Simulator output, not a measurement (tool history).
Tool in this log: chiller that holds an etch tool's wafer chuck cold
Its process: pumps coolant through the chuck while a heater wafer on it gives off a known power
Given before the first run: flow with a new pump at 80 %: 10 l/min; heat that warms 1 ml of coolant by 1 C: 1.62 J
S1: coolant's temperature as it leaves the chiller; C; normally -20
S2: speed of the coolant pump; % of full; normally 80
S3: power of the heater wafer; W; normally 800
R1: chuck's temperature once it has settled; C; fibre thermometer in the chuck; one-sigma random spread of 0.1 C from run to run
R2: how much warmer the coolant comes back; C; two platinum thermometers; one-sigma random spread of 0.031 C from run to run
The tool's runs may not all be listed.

run    hour   S1  S2   S3     R1    R2
  1     0.0  -20  80  800  -10.5  3.16
  2   119.2  -20  64  800   -8.7  4.03
  3   171.8  -20  64  800   -8.9  4.08
  4   265.7  -20  64  800   -8.8  4.09
  5   327.1  -20  80  800  -10.3  3.13
  6   440.0  -20  80  800  -10.4  3.17
  7   546.0  -20  80  800  -10.3  3.19
  8   664.3  -20  80  800  -10.4  3.18
  9   780.6  -20  86  800  -10.8  2.92
 10   860.4  -20  86  800  -11.0  2.92
 11   967.7  -20  80  800  -10.3  3.16
 12  1079.9  -12  80  800   -2.1  3.16
 13  1191.5  -12  80  800   -2.3  3.21
 14  1257.3  -12  80  800   -2.3  3.20
 15  1306.4  -12  80  800   -2.2  3.17
 16  1354.7  -20  80  800  -10.2  3.22
 17  1404.3  -14  80  869   -3.3  3.44
 18  1523.8  -29  77  722  -19.9  3.05
 19  1586.7  -19  84  722  -10.6  2.75
 20  1656.2  -11  80  611   -3.4  2.48
 21  1744.6  -16  80  611   -8.5  2.48
 22  1807.8  -16  80  611   -8.6  2.40
 23  1907.2  -28  65  800  -16.5  4.07
 24  1974.6  -28  75  996  -15.0  4.31
 25  2090.7  -28  86  887  -17.4  3.26
 26  2174.2  -28  93  636  -20.7  2.15
 27  2242.4  -20  73  501  -13.4  2.25
 28  2313.2  -20  71  800   -9.2  3.73
 29  2380.1  -17  80  517  -10.4  2.07
 30  2448.7  -17  80  517  -10.5  2.12
 31  2511.6  -20  80  998   -7.3  4.00
 32  2580.7  -11  60  971    3.6  5.53

Removed from this log: 1 entry logged between the listed runs. Between which two listed runs does each belong, and how does the tool's hidden state at the listed run before it compare with that at the listed run after it?
From run 7 to run 8: chiller's thermometer calibrated (hour 612.6)
  heat passed by the chuck's channels, % of clean ones': 98.2 -> 98; flow at a given pump speed, % of a new pump's: 93.7 -> 93.5; coolant's true temperature over the reading, C: 0.14 -> 0
  the result without the hidden state subtracted from the measured one, R1: +0.6 -> +0.5 C; R2: +0.20 -> +0.20 C

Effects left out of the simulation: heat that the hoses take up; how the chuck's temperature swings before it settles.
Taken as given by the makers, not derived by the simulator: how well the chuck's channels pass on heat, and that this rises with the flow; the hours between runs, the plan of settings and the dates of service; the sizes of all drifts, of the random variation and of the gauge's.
